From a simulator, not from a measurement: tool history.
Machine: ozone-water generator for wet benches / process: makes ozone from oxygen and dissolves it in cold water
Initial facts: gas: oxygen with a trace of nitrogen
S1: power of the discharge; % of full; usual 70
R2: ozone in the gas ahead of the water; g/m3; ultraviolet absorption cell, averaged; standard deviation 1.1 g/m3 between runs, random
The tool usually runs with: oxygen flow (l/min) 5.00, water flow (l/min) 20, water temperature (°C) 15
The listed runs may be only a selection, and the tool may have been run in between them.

Run 1, hour 0.0: usual settings. Result: dissolved ozone (ppm) 19.9, R2 199.6 g/m3.
Run 2, hour 43.8: usual settings but water flow (l/min) 31. Result: dissolved ozone (ppm) 13.0, R2 199.9 g/m3.
Run 3, hour 71.2: usual settings but water flow (l/min) 31. Result: dissolved ozone (ppm) 13.0, R2 198.7 g/m3.
Run 4, hour 109.7: usual settings. Result: dissolved ozone (ppm) 19.9, R2 199.5 g/m3.
Run 5, hour 157.2: usual settings. Result: dissolved ozone (ppm) 19.6, R2 199.4 g/m3.
Run 6, hour 200.5: usual settings. Result: dissolved ozone (ppm) 19.7, R2 200.5 g/m3.
Run 7, hour 245.6: usual settings. Result: dissolved ozone (ppm) 19.8, R2 201.5 g/m3.
At hour 252.2: contactor cleaned.
Run 8, hour 284.8: usual settings but water flow (l/min) 22. Result: dissolved ozone (ppm) 18.1, R2 200.9 g/m3.
Run 9, hour 330.6: usual settings but water flow (l/min) 22. Result: dissolved ozone (ppm) 18.2, R2 200.9 g/m3.
Run 10, hour 354.9: usual settings but S1 86 % of full. Result: dissolved ozone (ppm) 23.7, R2 242.3 g/m3.
Run 11, hour 387.0: usual settings. Result: dissolved ozone (ppm) 19.8, R2 201.4 g/m3.
Run 12, hour 419.2: usual settings but oxygen flow (l/min) 4.38. Result: dissolved ozone (ppm) 19.3, R2 214.7 g/m3.
Run 13, hour 457.1: usual settings but oxygen flow (l/min) 4.38. Result: dissolved ozone (ppm) 19.8, R2 214.3 g/m3.
Run 14, hour 489.3: usual settings but oxygen flow (l/min) 4.38. Result: dissolved ozone (ppm) 19.6, R2 215.6 g/m3.
Run 15, hour 527.8: usual settings. Result: dissolved ozone (ppm) 19.6, R2 202.7 g/m3.
Run 16, hour 574.6: usual settings. Result: dissolved ozone (ppm) 19.6, R2 203.6 g/m3.
Run 17, hour 617.1: usual settings. Result: dissolved ozone (ppm) 19.9, R2 202.6 g/m3.
Run 18, hour 637.5: usual settings but S1 59 % of full, oxygen flow (l/min) 6.64, water flow (l/min) 19. Result: dissolved ozone (ppm) 18.2, R2 151.1 g/m3.
Run 19, hour 664.7: usual settings but S1 51 % of full, oxygen flow (l/min) 3.83, water flow (l/min) 27, water temperature (°C) 13. Result: dissolved ozone (ppm) 10.9, R2 174.8 g/m3.

Run 20 is up next; what results do you expect?
Run 20, hour 704.2: usual settings but S1 51 % of full, oxygen flow (l/min) 3.83, water flow (l/min) 27, water temperature (°C) 13. Result: dissolved ozone (ppm) ?, R2 ?.

dissolved ozone (ppm): 11.0
R2: 176.0 g/m3
Take away the tool's hidden state, keep the run-to-run variation as it was, and the same run would have given dissolved ozone (ppm) 11.0, R2 172.7 g/m3.
